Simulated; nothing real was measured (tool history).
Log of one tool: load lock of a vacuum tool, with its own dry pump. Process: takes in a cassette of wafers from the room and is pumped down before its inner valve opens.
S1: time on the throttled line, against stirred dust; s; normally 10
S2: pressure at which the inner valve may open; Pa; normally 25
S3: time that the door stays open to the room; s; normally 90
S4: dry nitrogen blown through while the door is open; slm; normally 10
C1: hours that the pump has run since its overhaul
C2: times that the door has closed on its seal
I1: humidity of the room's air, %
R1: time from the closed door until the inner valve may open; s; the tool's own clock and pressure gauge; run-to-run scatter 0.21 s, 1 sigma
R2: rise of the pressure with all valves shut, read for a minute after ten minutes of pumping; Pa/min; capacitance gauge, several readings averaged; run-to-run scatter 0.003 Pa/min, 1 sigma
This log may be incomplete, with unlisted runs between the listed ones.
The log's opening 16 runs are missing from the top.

Run 17, hour 4862.3: usual settings; C1 3842; C2 50917; I1 43.2. Result: R1 17.0 s, R2 0.050 Pa/min.
Run 18, hour 5120.9: usual settings; C1 4101; C2 52093; I1 46.6. Result: R1 17.1 s, R2 0.063 Pa/min.
Run 19, hour 5442.1: usual settings but S3 86 s; C1 4422; C2 53554; I1 46.0. Result: R1 17.1 s, R2 0.053 Pa/min.
Run 20, hour 5821.4: usual settings but S3 63 s; C1 4802; C2 55280; I1 48.0. Result: R1 16.4 s, R2 0.047 Pa/min.
At hour 5992.1: door's seal changed, seat wiped.
Run 21, hour 6125.6: usual settings but S3 63 s; C1 5104; C2 607; I1 44.3. Result: R1 16.8 s, R2 0.031 Pa/min.
Run 22, hour 6543.6: usual settings but S2 24 Pa, S4 11 slm; C1 5522; C2 2509; I1 47.6. Result: R1 17.1 s, R2 0.048 Pa/min.
Run 23, hour 6818.4: usual settings but S2 24 Pa, S4 11 slm; C1 5797; C2 3759; I1 45.0. Result: R1 17.0 s, R2 0.055 Pa/min.
Run 24, hour 7017.2: usual settings but S2 24 Pa, S4 11 slm; C1 5996; C2 4664; I1 44.9. Result: R1 16.9 s, R2 0.056 Pa/min.
Run 25, hour 7374.0: usual settings but S1 11 s, S2 21 Pa, S3 161 s, S4 19 slm; C1 6353; C2 6287; I1 45.4. Result: R1 17.7 s, R2 0.054 Pa/min.
Run 26, hour 7641.8: usual settings but S1 11 s, S2 21 Pa, S3 161 s, S4 19 slm; C1 6620; C2 7505; I1 41.0. Result: R1 18.0 s, R2 0.049 Pa/min.
Run 27, hour 7843.2: usual settings but S1 11 s, S2 21 Pa, S3 109 s, S4 26 slm; C1 6822; C2 8421; I1 48.6. Result: R1 18.1 s, R2 0.038 Pa/min.
Run 28, hour 8146.9: usual settings but S1 17 s; C1 7126; C2 9803; I1 45.9. Result: R1 22.3 s, R2 0.054 Pa/min.
Run 29, hour 8460.6: usual settings but S1 17 s; C1 7439; C2 11230; I1 48.2. Result: R1 22.1 s, R2 0.057 Pa/min.
Run 30, hour 8782.4: usual settings but S1 11 s, S2 48 Pa, S3 56 s; C1 7761; C2 12694; I1 50.4. Result: R1 16.9 s, R2 0.041 Pa/min.
Run 31, hour 9008.2: usual settings but S3 108 s, S4 16 slm; C1 7987; C2 13722; I1 45.5. Result: R1 16.9 s, R2 0.048 Pa/min.
Run 32, hour 9245.1: usual settings but S1 11 s, S2 39 Pa, S3 108 s, S4 11 slm; C1 8224; C2 14799; I1 40.0. Result: R1 17.1 s, R2 0.047 Pa/min.
Run 33, hour 9560.8: usual settings but S1 9 s, S2 26 Pa, S3 42 s, S4 30 slm; C1 8539; C2 16235; I1 48.0. Result: R1 16.1 s, R2 0.018 Pa/min.

For run 34, what comes out?
Run 34, hour 9758.1: usual settings but S1 9 s, S2 26 Pa, S3 42 s, S4 30 slm; C1 8737; C2 17133; I1 46.3. Result: R1 ?, R2 ?.

For run 34 the tool returned R1 16.0 s, R2 0.023 Pa/min.
The same run, on a tool lacking any hidden state, would have yielded R1 16.0 s, R2 0.023 Pa/min.

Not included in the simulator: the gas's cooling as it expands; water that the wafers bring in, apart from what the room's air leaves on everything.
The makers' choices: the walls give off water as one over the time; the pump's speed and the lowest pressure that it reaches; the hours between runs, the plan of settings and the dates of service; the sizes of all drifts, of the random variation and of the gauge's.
